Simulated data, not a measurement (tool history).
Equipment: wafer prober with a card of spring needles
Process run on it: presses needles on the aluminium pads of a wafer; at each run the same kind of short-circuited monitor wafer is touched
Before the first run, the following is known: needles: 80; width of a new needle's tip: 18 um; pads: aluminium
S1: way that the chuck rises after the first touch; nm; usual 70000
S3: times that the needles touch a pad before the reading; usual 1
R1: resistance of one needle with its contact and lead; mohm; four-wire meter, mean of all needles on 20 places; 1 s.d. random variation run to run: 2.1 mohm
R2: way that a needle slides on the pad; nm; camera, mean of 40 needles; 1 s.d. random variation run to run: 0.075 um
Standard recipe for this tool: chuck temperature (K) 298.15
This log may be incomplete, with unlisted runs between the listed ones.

{"run": 1, "hour": 0.0, "S1": 70000, "chuck temperature (K)": 298.15, "S3": 1, "R1": 224, "R2": 14350}
{"run": 2, "hour": 10.0, "S1": 70000, "chuck temperature (K)": 298.15, "S3": 1, "R1": 228, "R2": 14380}
{"hour": 11.1, "done": "tips cleaned on abrasive film"}
{"run": 3, "hour": 20.3, "S1": 70000, "chuck temperature (K)": 298.15, "S3": 3, "R1": 224, "R2": 14400}
{"hour": 22.9, "done": "tips cleaned on abrasive film"}
{"run": 4, "hour": 29.5, "S1": 70000, "chuck temperature (K)": 298.15, "S3": 3, "R1": 223, "R2": 14610}
{"hour": 34.6, "done": "tips cleaned on abrasive film"}
{"run": 5, "hour": 42.8, "S1": 70000, "chuck temperature (K)": 298.15, "S3": 3, "R1": 225, "R2": 14420}
{"hour": 46.7, "done": "tips cleaned on abrasive film"}
{"run": 6, "hour": 49.1, "S1": 70000, "chuck temperature (K)": 298.15, "S3": 3, "R1": 221, "R2": 14500}
{"run": 7, "hour": 56.8, "S1": 70000, "chuck temperature (K)": 298.15, "S3": 3, "R1": 230, "R2": 14550}
{"hour": 58.7, "done": "tips cleaned on abrasive film"}
{"run": 8, "hour": 65.2, "S1": 70000, "chuck temperature (K)": 334.15, "S3": 1, "R1": 238, "R2": 14450}
{"hour": 71.5, "done": "tips cleaned on abrasive film"}
{"run": 9, "hour": 74.9, "S1": 70000, "chuck temperature (K)": 334.15, "S3": 1, "R1": 234, "R2": 14470}
{"run": 10, "hour": 82.4, "S1": 70000, "chuck temperature (K)": 334.15, "S3": 1, "R1": 236, "R2": 14480}
{"hour": 83.4, "done": "tips cleaned on abrasive film"}
{"run": 11, "hour": 94.2, "S1": 70000, "chuck temperature (K)": 334.15, "S3": 1, "R1": 237, "R2": 14620}
{"hour": 95.1, "done": "tips cleaned on abrasive film"}
{"run": 12, "hour": 102.6, "S1": 70000, "chuck temperature (K)": 334.15, "S3": 1, "R1": 235, "R2": 14720}
{"hour": 107.3, "done": "tips cleaned on abrasive film"}
{"run": 13, "hour": 109.0, "S1": 70000, "chuck temperature (K)": 334.15, "S3": 1, "R1": 239, "R2": 14570}
{"run": 14, "hour": 115.7, "S1": 70000, "chuck temperature (K)": 334.15, "S3": 1, "R1": 236, "R2": 14530}
{"hour": 119.1, "done": "tips cleaned on abrasive film"}
{"run": 15, "hour": 122.0, "S1": 70000, "chuck temperature (K)": 334.15, "S3": 1, "R1": 236, "R2": 14650}
{"run": 16, "hour": 130.6, "S1": 70000, "chuck temperature (K)": 334.15, "S3": 1, "R1": 233, "R2": 14480}
{"hour": 131.6, "done": "tips cleaned on abrasive film"}
{"run": 17, "hour": 140.7, "S1": 70000, "chuck temperature (K)": 334.15, "S3": 1, "R1": 236, "R2": 14690}
{"hour": 143.3, "done": "tips cleaned on abrasive film"}
{"run": 18, "hour": 146.8, "S1": 68000, "chuck temperature (K)": 363.15, "S3": 1, "R1": 241, "R2": 14160}
{"hour": 155.3, "done": "tips cleaned on abrasive film"}
{"run": 19, "hour": 155.6, "S1": 77000, "chuck temperature (K)": 318.15, "S3": 2, "R1": 232, "R2": 16060}
{"run": 20, "hour": 164.4, "S1": 79000, "chuck temperature (K)": 313.15, "S3": 2, "R1": 226, "R2": 16610}
{"hour": 167.6, "done": "tips cleaned on abrasive film"}
{"run": 21, "hour": 175.9, "S1": 57000, "chuck temperature (K)": 331.15, "S3": 2, "R1": 243, "R2": 11970}
{"hour": 179.4, "done": "tips cleaned on abrasive film"}
{"run": 22, "hour": 184.3, "S1": 57000, "chuck temperature (K)": 331.15, "S3": 2, "R1": 241, "R2": 12050}
{"hour": 192.0, "done": "tips cleaned on abrasive film"}
{"run": 23, "hour": 196.2, "S1": 57000, "chuck temperature (K)": 331.15, "S3": 2, "R1": 238, "R2": 12000}
{"run": 24, "hour": 202.5, "S1": 57000, "chuck temperature (K)": 331.15, "S3": 2, "R1": 244, "R2": 12050}
{"hour": 203.8, "done": "tips cleaned on abrasive film"}
{"run": 25, "hour": 214.8, "S1": 90000, "chuck temperature (K)": 299.15, "S3": 2, "R1": 219, "R2": 19010}
{"hour": 215.5, "done": "tips cleaned on abrasive film"}
{"run": 26, "hour": 225.0, "S1": 76000, "chuck temperature (K)": 380.15, "S3": 1, "R1": 246, "R2": 15950}
{"hour": 227.9, "done": "tips cleaned on abrasive film"}
{"run": 27, "hour": 236.8, "S1": 80000, "chuck temperature (K)": 380.15, "S3": 1, "R1": 245, "R2": 16780}
{"hour": 239.6, "done": "tips cleaned on abrasive film"}
{"hour": 240.6, "done": "gauge calibrated"}
{"run": 28, "hour": 244.7, "S1": 80000, "chuck temperature (K)": 380.15, "S3": 2, "R1": 245, "R2": 16340}
{"hour": 251.8, "done": "tips cleaned on abrasive film"}
{"run": 29, "hour": 254.1, "S1": 54000, "chuck temperature (K)": 304.15, "S3": 1, "R1": 234, "R2": 11040}
{"run": 30, "hour": 262.4, "S1": 70000, "chuck temperature (K)": 374.15, "S3": 2, "R1": 243, "R2": 14560}
{"hour": 263.6, "done": "tips cleaned on abrasive film"}
{"hour": 275.4, "done": "tips cleaned on abrasive film"}
{"run": 31, "hour": 275.4, "S1": 74000, "chuck temperature (K)": 328.15, "S3": 2, "R1": 234, "R2": 15320}
{"run": 32, "hour": 281.0, "S1": 89000, "chuck temperature (K)": 307.15, "S3": 2, "R1": 224, "R2": 18540}
{"hour": 287.7, "done": "tips cleaned on abrasive film"}
{"run": 33, "hour": 293.5, "S1": 89000, "chuck temperature (K)": 307.15, "S3": 2, "R1": 222, "R2": 18480}
{"hour": 299.4, "done": "tips cleaned on abrasive film"}
{"run": 34, "hour": 305.9, "S1": 70000, "chuck temperature (K)": 298.15, "S3": 1, "R1": 224, "R2": 14600}

Below are 3 alternative next runs, each starting from the tool's condition after run 34. Predict each:
{"hour": 311.3, "done": "tips cleaned on abrasive film"}
{"run": "A", "hour": 312.7, "S1": 67000, "chuck temperature (K)": 298.15, "S3": 1, "R1": "?", "R2": "?"}
{"hour": 311.3, "done": "tips cleaned on abrasive film"}
{"run": "B", "hour": 312.7, "S1": 51000, "chuck temperature (K)": 301.15, "S3": 1, "R1": "?", "R2": "?"}
{"hour": 311.3, "done": "tips cleaned on abrasive film"}
{"run": "C", "hour": 312.7, "S1": 57000, "chuck temperature (K)": 298.15, "S3": 1, "R1": "?", "R2": "?"}

run=A R1=226 R2=13840
run=B R1=234 R2=10570
run=C R1=234 R2=11870
Take away the tool's hidden state, keep each run's random variation, and the runs would have read:
run=A R1=226 R2=13740
run=B R1=234 R2=10500
run=C R1=233 R2=11790

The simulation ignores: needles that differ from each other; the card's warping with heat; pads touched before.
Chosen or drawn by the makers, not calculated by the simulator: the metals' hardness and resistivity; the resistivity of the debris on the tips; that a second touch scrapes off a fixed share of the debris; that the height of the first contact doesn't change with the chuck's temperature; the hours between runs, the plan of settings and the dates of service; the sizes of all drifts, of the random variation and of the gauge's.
